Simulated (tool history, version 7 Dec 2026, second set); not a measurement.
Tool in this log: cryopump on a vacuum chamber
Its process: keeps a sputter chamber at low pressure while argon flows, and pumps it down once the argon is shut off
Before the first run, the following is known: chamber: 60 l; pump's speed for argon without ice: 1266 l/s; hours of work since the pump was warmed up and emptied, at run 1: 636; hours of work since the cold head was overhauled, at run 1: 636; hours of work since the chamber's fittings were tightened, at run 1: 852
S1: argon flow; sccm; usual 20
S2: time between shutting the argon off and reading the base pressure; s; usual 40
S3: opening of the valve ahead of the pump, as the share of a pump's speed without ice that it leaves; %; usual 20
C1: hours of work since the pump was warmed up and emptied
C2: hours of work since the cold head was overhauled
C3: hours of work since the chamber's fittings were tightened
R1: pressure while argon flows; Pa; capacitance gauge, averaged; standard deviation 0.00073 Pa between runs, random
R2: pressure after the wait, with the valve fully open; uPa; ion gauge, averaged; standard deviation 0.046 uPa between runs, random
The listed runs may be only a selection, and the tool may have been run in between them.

run,hour,S1,S2,S3,C1,C2,C3,R1,R2
1,0,20,40,20,636,636,852,0.1375,4.48
2,54.3,20,40,20,678,678,894,0.1381,4.39
3,90,20,40,20,705,705,921,0.1379,4.5
4,117.9,20,40,20,727,727,943,0.1386,4.55
5,165.8,20,40,20,764,764,979,0.137,4.61
6,202.7,20,40,20,792,792,1008,0.1374,4.62
7,227.9,20,40,20,811,811,1027,0.1383,4.83
8,282.4,33,40,20,853,853,1069,0.2279,4.88
9,330.7,20,146,20,890,890,1106,0.1389,3.16
10,365.2,20,146,20,916,916,1132,0.1392,3.13
11,395,20,146,20,939,939,1155,0.141,3.28
12,431.3,20,146,20,967,967,1183,0.1392,3.29
13,459.5,20,172,20,989,989,1205,0.1396,3.22
14,509.6,20,172,20,1027,1027,1243,0.1402,3.35
15,552.9,13,40,20,1060,1060,1276,0.0917,5.38
16,589.8,13,40,20,1089,1089,1305,0.0915,5.54
17,630.6,13,40,20,1120,1120,1336,0.0906,5.41
18,684,13,40,20,1161,1161,1377,0.0915,5.57
19,710.6,17,40,20,1181,1181,1397,0.121,5.57
# hour 723.6: pump warmed up, emptied and cooled again
20,738.3,33,155,20,11,1199,1415,0.2227,3.22
21,775.2,28,95,39,40,1227,1443,0.0984,3.7
22,802.5,28,95,39,60,1248,1464,0.0967,3.77
23,849.4,20,122,37,96,1284,1500,0.0729,3.51
24,873.3,16,26,58,115,1302,1518,0.0365,6.52
25,917.3,16,26,58,148,1336,1552,0.0377,6.59
26,963.5,26,26,58,184,1371,1587,0.0614,6.55
27,1009.7,22,26,34,219,1407,1623,0.088,6.96
28,1051.4,20,110,44,251,1439,1655,0.063,3.97
29,1078.7,11,40,21,272,1460,1675,0.0701,5.6
30,1123.8,11,40,21,307,1494,1710,0.0701,5.85
31,1156.4,11,40,21,332,1519,1735,0.07,5.73
32,1182.6,20,31,20,352,1539,1755,0.1362,6.6
# hour 1219.9: leaking fittings of the chamber tightened, without venting
33,1236.2,11,177,44,391,1579,13,0.0355,0.92

Here are 4 independent what-if runs from the current tool condition. What would each one return?
A,1281.2,11,188,44,426,1613,47,?,?
B,1281.2,14,177,41,426,1613,47,?,?
C,1281.2,33,27,30,426,1613,47,?,?
D,1281.2,37,177,44,426,1613,47,?,?

run,R1,R2
A,0.0339,0.91
B,0.0467,0.91
C,0.1522,4.06
D,0.1171,0.96
Without the tool's hidden state the same runs would have given:
run,R1,R2
A,0.0324,0.75
B,0.0448,0.75
C,0.1477,3.91
D,0.1121,0.81

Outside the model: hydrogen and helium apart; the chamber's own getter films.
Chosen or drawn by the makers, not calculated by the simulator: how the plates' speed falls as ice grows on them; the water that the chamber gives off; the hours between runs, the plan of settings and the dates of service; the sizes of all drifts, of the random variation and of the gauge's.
